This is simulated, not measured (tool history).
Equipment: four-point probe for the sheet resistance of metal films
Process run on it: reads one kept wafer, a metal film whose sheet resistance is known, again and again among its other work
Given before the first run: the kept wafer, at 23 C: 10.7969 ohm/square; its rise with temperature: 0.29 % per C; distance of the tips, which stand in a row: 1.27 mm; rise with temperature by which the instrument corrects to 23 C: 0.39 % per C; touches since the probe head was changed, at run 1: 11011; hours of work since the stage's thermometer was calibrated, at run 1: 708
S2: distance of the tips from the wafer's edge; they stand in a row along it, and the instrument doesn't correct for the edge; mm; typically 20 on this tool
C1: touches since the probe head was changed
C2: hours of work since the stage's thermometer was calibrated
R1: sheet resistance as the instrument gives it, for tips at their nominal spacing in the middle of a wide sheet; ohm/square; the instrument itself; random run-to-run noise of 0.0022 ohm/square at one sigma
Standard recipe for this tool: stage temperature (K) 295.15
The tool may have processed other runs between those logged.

Run 1, hour 0: usual settings; C1 11011; C2 708. Result: R1 10.795867 ohm/square.
Run 2, hour 73.7: usual settings; C1 12103; C2 744. Result: R1 10.790786 ohm/square.
Run 3, hour 159.6: usual settings; C1 13377; C2 785. Result: R1 10.789569 ohm/square.
Run 4, hour 263.5: usual settings; C1 14917; C2 836. Result: R1 10.792487 ohm/square.
Run 5, hour 325.7: usual settings but S2 54 mm; C1 15839; C2 866. Result: R1 10.776245 ohm/square.
Run 6, hour 412.9: usual settings but S2 54 mm; C1 17131; C2 908. Result: R1 10.77289 ohm/square.
Run 7, hour 520.2: usual settings but stage temperature (K) 298.15; C1 18722; C2 960. Result: R1 10.766708 ohm/square.
Run 8, hour 606.5: usual settings but S2 8 mm; C1 20001; C2 1002. Result: R1 10.913652 ohm/square.
Run 9, hour 659.9: usual settings but S2 33 mm; C1 20793; C2 1028. Result: R1 10.778715 ohm/square.
Run 10, hour 752.4: usual settings but S2 33 mm; C1 22164; C2 1073. Result: R1 10.777438 ohm/square.
Run 11, hour 839.4: usual settings but S2 33 mm; C1 23453; C2 1115. Result: R1 10.777484 ohm/square.
Run 12, hour 903.5: usual settings but stage temperature (K) 296.15; C1 24404; C2 1146. Result: R1 10.780204 ohm/square.
Run 13, hour 958.9: usual settings but stage temperature (K) 307.15; C1 25224; C2 1173. Result: R1 10.667424 ohm/square.
Run 14, hour 1063.2: usual settings but stage temperature (K) 307.15; C1 26771; C2 1223. Result: R1 10.668956 ohm/square.
Run 15, hour 1146.6: usual settings but stage temperature (K) 292.15; C1 28008; C2 1264. Result: R1 10.825246 ohm/square.
Run 16, hour 1194.6: usual settings but stage temperature (K) 292.15, S2 38 mm; C1 28719; C2 1287. Result: R1 10.807187 ohm/square.
At hour 1276.5: stage's thermometer calibrated.
Run 17, hour 1281.9: usual settings but S2 4 mm; C1 30006; C2 3. Result: R1 11.307046 ohm/square.
Run 18, hour 1371.9: usual settings but S2 4 mm; C1 31340; C2 46. Result: R1 11.31136 ohm/square.
Run 19, hour 1465.4: usual settings but S2 4 mm; C1 32725; C2 92. Result: R1 11.3079 ohm/square.
Run 20, hour 1552.8: usual settings but stage temperature (K) 301.15; C1 34020; C2 134. Result: R1 10.716994 ohm/square.
Run 21, hour 1650.2: usual settings but stage temperature (K) 301.15; C1 35465; C2 181. Result: R1 10.716076 ohm/square.
Run 22, hour 1712: usual settings but stage temperature (K) 301.15; C1 36381; C2 211. Result: R1 10.716754 ohm/square.
Run 23, hour 1777.2: usual settings but stage temperature (K) 301.15; C1 37347; C2 243. Result: R1 10.715202 ohm/square.
Run 24, hour 1844.5: usual settings but stage temperature (K) 296.15, S2 18 mm; C1 38344; C2 275. Result: R1 10.77467 ohm/square.
Run 25, hour 1944.5: usual settings but stage temperature (K) 291.15, S2 18 mm; C1 39827; C2 324. Result: R1 10.827301 ohm/square.
Run 26, hour 1996.3: usual settings but stage temperature (K) 299.15, S2 5 mm; C1 40594; C2 349. Result: R1 11.076111 ohm/square.
Run 27, hour 2082.6: usual settings but stage temperature (K) 304.15, S2 5 mm; C1 41874; C2 391. Result: R1 11.017665 ohm/square.
Run 28, hour 2133.8: usual settings but stage temperature (K) 306.15, S2 7 mm; C1 42632; C2 416. Result: R1 10.829097 ohm/square.
Run 29, hour 2218: usual settings but stage temperature (K) 306.15, S2 30 mm; C1 43881; C2 456. Result: R1 10.651715 ohm/square.
Run 30, hour 2304.8: usual settings but stage temperature (K) 294.15, S2 34 mm; C1 45168; C2 498. Result: R1 10.773484 ohm/square.
Run 31, hour 2364.9: usual settings but stage temperature (K) 294.15, S2 34 mm; C1 46059; C2 528. Result: R1 10.773496 ohm/square.
Run 32, hour 2470.4: usual settings but stage temperature (K) 294.15, S2 34 mm; C1 47621; C2 579. Result: R1 10.771598 ohm/square.
Run 33, hour 2556.4: usual settings but stage temperature (K) 293.15, S2 31 mm; C1 48897; C2 620. Result: R1 10.780291 ohm/square.
Run 34, hour 2620: usual settings but stage temperature (K) 292.15, S2 59 mm; C1 49840; C2 651. Result: R1 10.790114 ohm/square.
Run 35, hour 2718.2: usual settings but stage temperature (K) 292.15, S2 59 mm; C1 51295; C2 699. Result: R1 10.786261 ohm/square.
Run 36, hour 2789: usual settings but stage temperature (K) 307.15, S2 3 mm; C1 52345; C2 733. Result: R1 11.560969 ohm/square.
Run 37, hour 2889.5: usual settings but stage temperature (K) 303.15, S2 36 mm; C1 53834; C2 782. Result: R1 10.680532 ohm/square.
Run 38, hour 2962.4: usual settings but stage temperature (K) 305.15, S2 25 mm; C1 54915; C2 817. Result: R1 10.666149 ohm/square.
Run 39, hour 3039.5: usual settings but stage temperature (K) 305.15, S2 3 mm; C1 56057; C2 855. Result: R1 11.574798 ohm/square.
Run 40, hour 3117.6: usual settings but stage temperature (K) 305.15, S2 3 mm; C1 57215; C2 892. Result: R1 11.577702 ohm/square.
Run 41, hour 3211.7: usual settings but S2 44 mm; C1 58611; C2 938. Result: R1 10.757413 ohm/square.
Run 42, hour 3316.2: usual settings but stage temperature (K) 306.15, S2 8 mm; C1 60159; C2 989. Result: R1 10.779271 ohm/square.
Run 43, hour 3413.5: usual settings but stage temperature (K) 306.15, S2 8 mm; C1 61602; C2 1036. Result: R1 10.780271 ohm/square.
Run 44, hour 3460.7: usual settings but stage temperature (K) 306.15, S2 6 mm; C1 62301; C2 1059. Result: R1 10.893447 ohm/square.

Hidden state at the last listed run before each entry between runs and at the first one after, where it differs:
After run 16, before run 17: stage's thermometer calibrated (hour 1276.5)
  inner tips' distance over the nominal, %: -0.436 -> -0.443; tips' flats over new ones', %: 18 -> 19; wafer's true temperature over the reading, C: 0.36 -> 0.02
  the result without the hidden state subtracted from the measured one, R1: -0.039656 -> -0.053396 ohm/square
